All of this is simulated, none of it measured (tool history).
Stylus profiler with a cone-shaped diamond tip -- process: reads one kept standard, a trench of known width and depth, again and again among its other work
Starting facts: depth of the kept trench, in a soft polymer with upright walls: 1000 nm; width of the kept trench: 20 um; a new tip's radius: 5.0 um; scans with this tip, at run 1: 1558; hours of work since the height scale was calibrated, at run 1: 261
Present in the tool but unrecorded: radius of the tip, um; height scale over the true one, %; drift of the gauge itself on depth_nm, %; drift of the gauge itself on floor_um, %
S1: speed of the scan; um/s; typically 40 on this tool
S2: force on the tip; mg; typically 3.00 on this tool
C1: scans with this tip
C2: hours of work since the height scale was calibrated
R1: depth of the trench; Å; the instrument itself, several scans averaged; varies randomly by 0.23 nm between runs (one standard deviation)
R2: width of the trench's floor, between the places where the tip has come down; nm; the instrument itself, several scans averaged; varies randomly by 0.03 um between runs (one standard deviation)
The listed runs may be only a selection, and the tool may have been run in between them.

run   hour   S1    S2    C1   C2       R1     R2
  1    0.0   40  3.00  1558  261  10096.6  13730
  2   27.3   40  1.18  1623  271  10046.5  13640
  3   53.2   40  1.18  1686  282  10042.5  13600
  4   81.3   40  1.18  1753  293  10043.0  13610
  5   96.8   40  2.34  1790  299  10075.5  13640
  6  123.6   40  3.00  1854  310  10092.2  13650
  7  145.8  160  8.39  1908  319  10198.0  13380
     147.8  -- height scale calibrated on a step standard
  8  169.7   19  4.65  1964    9  10127.8  13840
  9  183.5   19  4.65  1997   14  10122.8  13860

Run 10 is up next; what results do you expect?
 10  214.9  40  1.85  2072  27   ?   ?

{"run 10": {"R1": 10054.7, "R2": 13560}}
Minus the tool's unlogged condition, the same run would have read R1 10075.6 Å, R2 13680 nm.

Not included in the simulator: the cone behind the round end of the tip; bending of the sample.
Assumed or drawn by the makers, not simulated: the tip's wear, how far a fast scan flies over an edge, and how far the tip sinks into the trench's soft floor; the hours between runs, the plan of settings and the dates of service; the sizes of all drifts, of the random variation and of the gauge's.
